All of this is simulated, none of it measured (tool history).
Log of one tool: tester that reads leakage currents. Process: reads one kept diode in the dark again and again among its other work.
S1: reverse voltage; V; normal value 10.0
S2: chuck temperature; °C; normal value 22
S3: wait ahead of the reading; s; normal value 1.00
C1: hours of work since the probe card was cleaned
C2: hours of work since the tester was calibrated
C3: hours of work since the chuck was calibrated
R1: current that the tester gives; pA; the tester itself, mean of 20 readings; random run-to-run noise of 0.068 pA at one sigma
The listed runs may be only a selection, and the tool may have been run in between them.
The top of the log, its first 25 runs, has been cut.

run,day,S1,S2,S3,C1,C2,C3,R1
26,96.100,4.6,37,1.00,385,134,923,40.16
27,99.708,4.6,37,1.00,449,197,986,40.44
# day 101.796: tester calibrated, once more
28,102.925,3.8,54,0.79,504,20,1041,126.16
29,105.408,2.7,33,1.01,547,63,1085,24.11
30,109.446,2.5,20,0.38,618,134,1155,9.72
31,114.175,6.5,36,0.38,701,217,1238,46.57
32,119.433,1.8,27,2.09,793,310,1331,13.43
33,123.108,1.7,32,0.35,858,374,1395,18.97
34,127.704,6.0,22,0.78,938,455,1476,21.17
35,132.692,2.8,38,9.87,1026,542,1563,36.40
36,136.112,2.8,28,0.50,1086,602,1623,19.35
# day 139.542: probe card cleaned and baked
37,140.771,2.8,28,0.50,22,682,1703,14.10
38,145.888,2.8,28,0.50,111,772,1793,14.55
39,149.554,1.2,28,2.64,176,836,1857,10.08
40,154.192,1.2,28,2.64,257,918,1939,10.45

3 options for the next run, each taken on its own from the tool as it stands now. Forecast them:
A,157.592,10.0,23,1.33,317,977,1998,?
B,157.592,4.7,28,3.82,317,977,1998,?
C,157.592,10.0,22,5.10,317,977,1998,?

run,R1
A,20.25
B,19.12
C,18.72
Without the tool's unlogged condition, the same runs would have read:
run,R1
A,16.58
B,18.56
C,14.90

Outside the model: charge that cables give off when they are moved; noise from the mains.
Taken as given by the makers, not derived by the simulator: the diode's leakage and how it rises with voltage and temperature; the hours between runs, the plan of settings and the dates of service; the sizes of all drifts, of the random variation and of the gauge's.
